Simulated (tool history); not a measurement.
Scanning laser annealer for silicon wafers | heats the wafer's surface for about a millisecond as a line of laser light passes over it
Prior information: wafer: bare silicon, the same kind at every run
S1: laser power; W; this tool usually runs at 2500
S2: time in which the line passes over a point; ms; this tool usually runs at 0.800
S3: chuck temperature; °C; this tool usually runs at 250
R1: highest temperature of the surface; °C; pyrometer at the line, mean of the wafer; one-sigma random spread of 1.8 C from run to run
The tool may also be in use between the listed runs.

run	hour	S1	S2	S3	R1
1	0.0	2500	0.800	250	933
2	19.7	2500	0.800	250	935
3	30.6	2500	0.800	250	933
4	49.6	2500	0.575	250	838
5	66.5	2461	0.575	250	827
6	79.0	2500	0.800	250	935
7	91.5	2500	0.999	250	1008
8	110.5	2500	0.999	250	1010
9	120.6	2500	0.999	250	1004
10	137.2	2571	0.800	250	956
11	158.0	2255	0.620	223	771
12	172.4	2255	0.620	223	772
13	188.9	2222	0.660	272	826
14	199.6	2222	0.660	272	829
15	213.7	2524	0.591	272	868
16	226.5	2460	0.792	256	925
17	245.3	2500	0.829	239	931
18	261.3	2500	0.829	239	933
19	273.1	2355	0.728	229	844
20	287.2	2500	0.644	261	877

Consider 3 possible next runs. They are alternatives, not a sequence: every one starts from the tool as it was left by run 20. What does each give?
A	306.9	2500	0.800	218	?
B	306.9	2650	0.597	230	?
C	306.9	2345	0.809	215	?

run	R1
A	899
B	860
C	858
What these runs would have given with no unlogged condition in the tool:
run	R1
A	921
B	881
C	878
